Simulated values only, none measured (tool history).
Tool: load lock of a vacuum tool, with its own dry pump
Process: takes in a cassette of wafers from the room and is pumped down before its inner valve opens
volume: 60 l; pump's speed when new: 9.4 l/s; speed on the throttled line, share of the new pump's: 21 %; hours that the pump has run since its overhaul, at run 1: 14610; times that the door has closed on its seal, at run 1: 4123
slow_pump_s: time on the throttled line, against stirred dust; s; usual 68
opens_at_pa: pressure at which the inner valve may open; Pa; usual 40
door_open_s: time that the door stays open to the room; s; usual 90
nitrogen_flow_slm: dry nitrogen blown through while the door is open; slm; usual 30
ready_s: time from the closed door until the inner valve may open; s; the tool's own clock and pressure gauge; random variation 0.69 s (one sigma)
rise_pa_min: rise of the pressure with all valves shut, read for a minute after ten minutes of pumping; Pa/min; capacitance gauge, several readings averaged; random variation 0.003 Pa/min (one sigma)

run    hour  slow_pump_s  opens_at_pa  door_open_s  nitrogen_flow_slm  hours that the pump has run since its overhaul  times that the door has closed on its seal  incoming humidity of the room's air, %  ready_s  rise_pa_min
  1     0.0           68           40           90                 30                                           14610                                        4123                                    48.4    111.1        0.052
  2   163.3           68           40           90                 30                                           14774                                        4314                                    44.8    112.0        0.059
  3   257.4           87           40           90                 30                                           14868                                        4424                                    45.6    126.3        0.049
  4   383.4           68           40           90                 30                                           14994                                        4571                                    48.6    110.6        0.060
  5   520.8           68           40           90                 30                                           15131                                        4731                                    45.0    110.5        0.050
  6   608.9           68           40           90                 29                                           15219                                        4834                                    42.4    110.8        0.050
  7   742.4           68           40           90                 29                                           15353                                        4990                                    47.5    110.9        0.053
  8   907.6           68           40           90                 29                                           15518                                        5183                                    43.9    109.9        0.053
  9  1008.8           68           40           90                 29                                           15619                                        5302                                    42.2    111.0        0.049
 10  1138.0           68           38           90                 29                                           15748                                        5452                                    46.2    111.6        0.055
 11  1251.2           68           56           90                 30                                           15862                                        5585                                    46.3    108.8        0.057
 12  1418.1           68           56           90                 30                                           16028                                        5780                                    47.3    109.5        0.058
 13  1559.7           68           56           90                 30                                           16170                                        5945                                    48.8    109.3        0.056
 14  1736.2           66           68          201                 26                                           16347                                        6151                                    43.1    105.8        0.078
 15  1909.0           84           29           90                 30                                           16519                                        6353                                    48.2    126.8        0.054
 16  2078.2           84           52           90                 30                                           16689                                        6551                                    44.8    122.4        0.056
 17  2238.0          109           44           90                 11                                           16848                                        6737                                    44.4    142.4        0.069
 18  2414.4           42           49           90                 11                                           17025                                        6944                                    43.3     90.4        0.071
 19  2581.1           42           59           90                 11                                           17191                                        7138                                    42.7     89.8        0.069

Forecast each of these 5 alternatives for the next run:
  A  2677.2           68           49           90                 19                                           17287                                        7250                                    48.6        ?            ?
  B  2677.2           41           68           90                 30                                           17287                                        7250                                    45.2        ?            ?
  C  2677.2           68           32           31                 36                                           17287                                        7250                                    47.1        ?            ?
  D  2677.2           86           59           90                 11                                           17287                                        7250                                    44.1        ?            ?
  E  2677.2           66           43           64                 11                                           17287                                        7250                                    47.4        ?            ?

run  ready_s  rise_pa_min
  A    110.3        0.071
  B     87.7        0.059
  C    114.4        0.038
  D    122.8        0.075
  E    110.8        0.068
Without the tool's hidden state the same runs would have given:
run  ready_s  rise_pa_min
  A    102.3        0.059
  B     78.9        0.047
  C    105.7        0.025
  D    116.0        0.062
  E    102.4        0.055
